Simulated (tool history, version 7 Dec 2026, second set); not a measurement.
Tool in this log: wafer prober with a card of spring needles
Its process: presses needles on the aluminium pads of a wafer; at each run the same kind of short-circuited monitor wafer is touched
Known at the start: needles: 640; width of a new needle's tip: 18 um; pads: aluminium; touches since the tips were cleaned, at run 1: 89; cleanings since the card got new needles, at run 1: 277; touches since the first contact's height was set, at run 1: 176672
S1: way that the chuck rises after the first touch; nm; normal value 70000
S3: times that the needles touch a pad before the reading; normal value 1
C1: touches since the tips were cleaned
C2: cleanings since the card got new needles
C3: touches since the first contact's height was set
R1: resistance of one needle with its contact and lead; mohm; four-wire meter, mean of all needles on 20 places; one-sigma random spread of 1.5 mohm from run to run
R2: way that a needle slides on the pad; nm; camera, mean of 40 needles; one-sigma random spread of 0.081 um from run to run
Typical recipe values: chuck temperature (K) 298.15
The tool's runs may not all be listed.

{"run": 1, "hour": 0.0, "S1": 70000, "chuck temperature (K)": 298.15, "S3": 1, "C1": 89, "C2": 277, "C3": 176672, "R1": 145, "R2": 13830}
{"hour": 7.6, "done": "tips cleaned on abrasive film"}
{"hour": 17.2, "done": "tips cleaned on abrasive film"}
{"hour": 26.7, "done": "tips cleaned on abrasive film"}
{"hour": 36.3, "done": "tips cleaned on abrasive film"}
{"hour": 43.9, "done": "tips cleaned on abrasive film"}
{"hour": 53.4, "done": "tips cleaned on abrasive film"}
{"run": 2, "hour": 59.1, "S1": 70000, "chuck temperature (K)": 298.15, "S3": 1, "C1": 2533, "C2": 283, "C3": 203084, "R1": 146, "R2": 13930}
{"hour": 62.9, "done": "tips cleaned on abrasive film"}
{"hour": 72.5, "done": "tips cleaned on abrasive film"}
{"hour": 80.1, "done": "tips cleaned on abrasive film"}
{"hour": 89.7, "done": "tips cleaned on abrasive film"}
{"hour": 97.3, "done": "tips cleaned on abrasive film"}
{"hour": 106.8, "done": "tips cleaned on abrasive film"}
{"hour": 116.4, "done": "tips cleaned on abrasive film"}
{"hour": 124.0, "done": "tips cleaned on abrasive film"}
{"hour": 133.6, "done": "tips cleaned on abrasive film"}
{"run": 3, "hour": 133.7, "S1": 70000, "chuck temperature (K)": 298.15, "S3": 1, "C1": 57, "C2": 292, "C3": 236410, "R1": 143, "R2": 13970}
{"hour": 141.4, "done": "tips cleaned on abrasive film"}
{"hour": 143.5, "done": "height of the first contact set anew"}
{"hour": 151.2, "done": "tips cleaned on abrasive film"}
{"hour": 160.7, "done": "tips cleaned on abrasive film"}
{"hour": 170.3, "done": "tips cleaned on abrasive film"}
{"hour": 179.8, "done": "tips cleaned on abrasive film"}
{"hour": 189.4, "done": "tips cleaned on abrasive film"}
{"hour": 198.9, "done": "tips cleaned on abrasive film"}
{"hour": 208.4, "done": "tips cleaned on abrasive film"}
{"run": 4, "hour": 208.5, "S1": 70000, "chuck temperature (K)": 298.15, "S3": 1, "C1": 30, "C2": 300, "C3": 29034, "R1": 146, "R2": 14170}
{"hour": 216.1, "done": "tips cleaned on abrasive film"}
{"hour": 225.6, "done": "tips cleaned on abrasive film"}
{"hour": 235.2, "done": "tips cleaned on abrasive film"}
{"hour": 244.7, "done": "tips cleaned on abrasive film"}
{"hour": 254.3, "done": "tips cleaned on abrasive film"}
{"hour": 261.9, "done": "tips cleaned on abrasive film"}
{"run": 5, "hour": 265.0, "S1": 70000, "chuck temperature (K)": 298.15, "S3": 1, "C1": 1387, "C2": 306, "C3": 54283, "R1": 147, "R2": 13990}
{"hour": 270.7, "done": "tips cleaned on abrasive film"}
{"hour": 278.4, "done": "tips cleaned on abrasive film"}
{"hour": 287.9, "done": "tips cleaned on abrasive film"}
{"hour": 297.5, "done": "tips cleaned on abrasive film"}
{"hour": 307.0, "done": "tips cleaned on abrasive film"}
{"hour": 316.6, "done": "tips cleaned on abrasive film"}
{"hour": 326.1, "done": "tips cleaned on abrasive film"}
{"hour": 335.6, "done": "tips cleaned on abrasive film"}
{"hour": 343.3, "done": "tips cleaned on abrasive film"}
{"hour": 352.8, "done": "tips cleaned on abrasive film"}
{"run": 6, "hour": 358.8, "S1": 70000, "chuck temperature (K)": 298.15, "S3": 1, "C1": 2684, "C2": 316, "C3": 96209, "R1": 146, "R2": 13990}
{"hour": 360.7, "done": "tips cleaned on abrasive film"}
{"hour": 370.3, "done": "tips cleaned on abrasive film"}
{"hour": 379.8, "done": "tips cleaned on abrasive film"}
{"hour": 389.4, "done": "tips cleaned on abrasive film"}
{"hour": 398.9, "done": "tips cleaned on abrasive film"}
{"hour": 408.4, "done": "tips cleaned on abrasive film"}
{"hour": 418.0, "done": "tips cleaned on abrasive film"}
{"hour": 427.5, "done": "tips cleaned on abrasive film"}
{"hour": 437.1, "done": "tips cleaned on abrasive film"}
{"hour": 446.6, "done": "tips cleaned on abrasive film"}
{"hour": 456.1, "done": "tips cleaned on abrasive film"}
{"run": 7, "hour": 458.8, "S1": 70000, "chuck temperature (K)": 298.15, "S3": 1, "C1": 1223, "C2": 327, "C3": 140936, "R1": 147, "R2": 14050}
{"hour": 464.6, "done": "tips cleaned on abrasive film"}
{"hour": 474.2, "done": "tips cleaned on abrasive film"}
{"hour": 483.7, "done": "tips cleaned on abrasive film"}
{"hour": 491.3, "done": "tips cleaned on abrasive film"}
{"hour": 500.9, "done": "tips cleaned on abrasive film"}
{"hour": 510.4, "done": "tips cleaned on abrasive film"}
{"run": 8, "hour": 513.4, "S1": 70000, "chuck temperature (K)": 365.15, "S3": 1, "C1": 1368, "C2": 333, "C3": 165337, "R1": 156, "R2": 14030}
{"hour": 519.2, "done": "tips cleaned on abrasive film"}
{"hour": 528.8, "done": "tips cleaned on abrasive film"}
{"hour": 536.4, "done": "tips cleaned on abrasive film"}
{"hour": 545.9, "done": "tips cleaned on abrasive film"}
{"hour": 555.5, "done": "tips cleaned on abrasive film"}
{"hour": 563.1, "done": "tips cleaned on abrasive film"}
{"hour": 572.7, "done": "tips cleaned on abrasive film"}
{"hour": 580.3, "done": "tips cleaned on abrasive film"}
{"hour": 589.9, "done": "tips cleaned on abrasive film"}
{"hour": 597.5, "done": "tips cleaned on abrasive film"}
{"run": 9, "hour": 599.8, "S1": 75000, "chuck temperature (K)": 298.15, "S3": 1, "C1": 1012, "C2": 343, "C3": 203884, "R1": 143, "R2": 15200}
{"hour": 605.5, "done": "tips cleaned on abrasive film"}
{"hour": 615.1, "done": "tips cleaned on abrasive film"}
{"hour": 624.6, "done": "tips cleaned on abrasive film"}
{"hour": 632.2, "done": "tips cleaned on abrasive film"}
{"hour": 641.8, "done": "tips cleaned on abrasive film"}
{"hour": 651.3, "done": "tips cleaned on abrasive film"}
{"hour": 660.9, "done": "tips cleaned on abrasive film"}
{"hour": 670.4, "done": "tips cleaned on abrasive film"}
{"hour": 679.9, "done": "tips cleaned on abrasive film"}
{"run": 10, "hour": 680.9, "S1": 74000, "chuck temperature (K)": 298.15, "S3": 1, "C1": 441, "C2": 352, "C3": 240152, "R1": 144, "R2": 14840}

Estimate the outcome of run 11 from the log above:
{"hour": 683.1, "done": "height of the first contact set anew"}
{"hour": 688.9, "done": "tips cleaned on abrasive film"}
{"hour": 698.4, "done": "tips cleaned on abrasive film"}
{"hour": 707.9, "done": "tips cleaned on abrasive film"}
{"hour": 717.5, "done": "tips cleaned on abrasive film"}
{"hour": 727.0, "done": "tips cleaned on abrasive film"}
{"run": 11, "hour": 728.1, "S1": 74000, "chuck temperature (K)": 298.15, "S3": 1, "C1": 478, "C2": 357, "C3": 20099, "R1": "?", "R2": "?"}

{"run 11": {"R1": 145, "R2": 14900}}
Without the tool's hidden state the same run would have given R1 145 mohm, R2 14730 nm.

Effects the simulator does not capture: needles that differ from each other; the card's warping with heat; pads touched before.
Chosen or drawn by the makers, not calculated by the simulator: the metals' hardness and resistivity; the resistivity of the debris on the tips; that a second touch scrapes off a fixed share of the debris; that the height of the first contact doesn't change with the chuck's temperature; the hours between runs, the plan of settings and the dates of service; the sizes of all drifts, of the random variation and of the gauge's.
